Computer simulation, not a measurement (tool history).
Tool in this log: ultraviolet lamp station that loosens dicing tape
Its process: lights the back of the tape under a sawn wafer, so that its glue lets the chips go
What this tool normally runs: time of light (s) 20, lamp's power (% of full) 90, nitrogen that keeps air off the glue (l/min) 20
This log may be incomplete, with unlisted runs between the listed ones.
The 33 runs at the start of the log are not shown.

run	hour	time of light (s)	lamp's power (% of full)	nitrogen that keeps air off the glue (l/min)	force that peels the tape off (N)	light that reached the tape (mJ/cm2)
# hour 579.6: window cleaned of glue's vapour
34	590.2	17	78	29	0.557	461
35	608	37	73	39	0.14	932
36	621.5	37	73	39	0.129	919
37	645	37	73	39	0.133	924
38	663.7	37	73	39	0.13	925
39	689.9	16	90	20	0.639	499
40	707.7	16	90	20	0.625	491
41	724.4	18	90	12	0.733	554
42	739.6	18	90	12	0.765	554
# hour 749.5: gauge calibrated
43	763.8	18	90	12	0.728	571

Here are 4 independent what-if runs from the current tool condition. What would each one return?
A	775.8	18	80	12	?	?
B	775.8	20	90	19	?	?
C	775.8	12	90	14	?	?
D	775.8	20	90	6	?	?

run	force that peels the tape off (N)	light that reached the tape (mJ/cm2)
A	0.889	508
B	0.436	630
C	1.264	383
D	1.02	635
With the hidden condition removed and each run's random variation left untouched, the same runs would have given:
run	force that peels the tape off (N)	light that reached the tape (mJ/cm2)
A	0.886	510
B	0.434	632
C	1.261	384
D	1.017	637

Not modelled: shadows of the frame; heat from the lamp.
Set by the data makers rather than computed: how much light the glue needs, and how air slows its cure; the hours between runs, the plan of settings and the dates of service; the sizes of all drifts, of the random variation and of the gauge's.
